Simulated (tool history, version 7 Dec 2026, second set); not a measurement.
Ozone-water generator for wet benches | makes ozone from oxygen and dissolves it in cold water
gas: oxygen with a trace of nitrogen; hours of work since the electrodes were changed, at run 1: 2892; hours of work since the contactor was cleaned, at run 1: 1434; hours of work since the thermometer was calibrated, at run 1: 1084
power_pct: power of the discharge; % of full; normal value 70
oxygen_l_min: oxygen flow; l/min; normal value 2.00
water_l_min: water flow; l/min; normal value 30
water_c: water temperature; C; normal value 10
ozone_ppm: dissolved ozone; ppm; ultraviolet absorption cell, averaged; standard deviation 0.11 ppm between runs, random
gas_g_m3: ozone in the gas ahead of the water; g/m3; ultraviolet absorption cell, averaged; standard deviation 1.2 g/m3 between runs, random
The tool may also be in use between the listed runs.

run	day	power_pct	oxygen_l_min	water_l_min	water_c	hours of work since the electrodes were changed	hours of work since the contactor was cleaned	hours of work since the thermometer was calibrated	ozone_ppm	gas_g_m3
1	0.000	70	2.00	30	10	2892	1434	1084	7.0	193.5
2	2.408	70	2.00	30	10	2933	1474	1124	6.9	193.2
3	4.425	70	2.00	30	10	2967	1508	1159	7.0	195.1
4	8.767	70	2.00	30	10	3041	1582	1232	7.1	193.5
5	10.812	70	2.00	30	10	3075	1616	1266	7.0	194.6
6	13.762	70	2.00	30	10	3125	1666	1316	7.0	196.1
7	16.925	70	2.00	31	10	3178	1719	1370	6.7	194.5
8	20.383	70	2.00	31	10	3237	1778	1428	6.7	194.1
9	22.538	70	2.00	31	10	3273	1814	1464	6.9	191.6
10	25.871	70	2.00	31	10	3329	1871	1521	6.7	193.4
11	29.825	70	2.00	31	10	3396	1937	1588	6.6	193.1
12	33.492	70	2.00	31	10	3458	1999	1649	6.7	190.8
13	37.342	70	2.00	25	10	3523	2064	1715	8.2	189.7
14	40.246	70	2.80	30	10	3572	2113	1764	7.9	168.2
15	42.829	70	2.80	30	10	3616	2157	1807	7.9	167.0
16	45.779	79	2.00	30	10	3666	2207	1857	7.5	209.6
17	49.879	79	2.00	30	10	3735	2276	1926	7.5	208.9
18	52.258	64	3.03	27	6	3775	2316	1966	8.7	151.7
19	56.321	64	3.03	27	6	3844	2385	2035	8.6	150.7
20	60.425	70	2.00	30	6	3913	2454	2104	7.0	189.4
21	63.183	70	2.00	30	6	3960	2501	2151	6.9	187.5
22	65.883	70	2.00	30	15	4005	2546	2197	6.6	188.4
23	69.700	86	1.86	32	6	4070	2611	2261	7.2	226.3
24	73.333	86	3.27	34	6	4131	2672	2322	8.5	177.5
25	77.538	86	3.27	34	6	4202	2743	2393	8.8	178.3
26	79.321	86	3.27	34	6	4232	2773	2424	8.6	179.1
27	83.546	70	2.00	30	13	4303	2845	2495	6.8	187.1
28	87.608	70	1.13	30	6	4372	2913	2563	5.3	234.5
29	89.692	70	1.13	30	6	4407	2948	2599	5.0	237.4
30	93.704	70	2.08	30	14	4475	3016	2666	6.4	183.5
31	96.408	70	2.08	30	14	4521	3062	2712	6.6	183.5
32	100.238	51	1.79	26	7	4585	3126	2777	5.7	155.5
33	102.671	47	1.79	26	7	4626	3168	2818	5.5	146.5
34	105.042	52	3.58	27	10	4666	3208	2858	7.5	115.9

Here are 3 independent what-if runs from the current tool condition. What would each one return?
A	106.833	51	3.58	27	10	4697	3238	2888	?	?
B	106.833	70	2.38	30	10	4697	3238	2888	?	?
C	106.833	67	2.00	45	7	4697	3238	2888	?	?

run	ozone_ppm	gas_g_m3
A	7.4	115.9
B	7.0	171.3
C	4.2	180.7
With no hidden state in the tool, these same runs would have given:
run	ozone_ppm	gas_g_m3
A	8.6	127.5
B	8.4	194.0
C	5.0	203.9
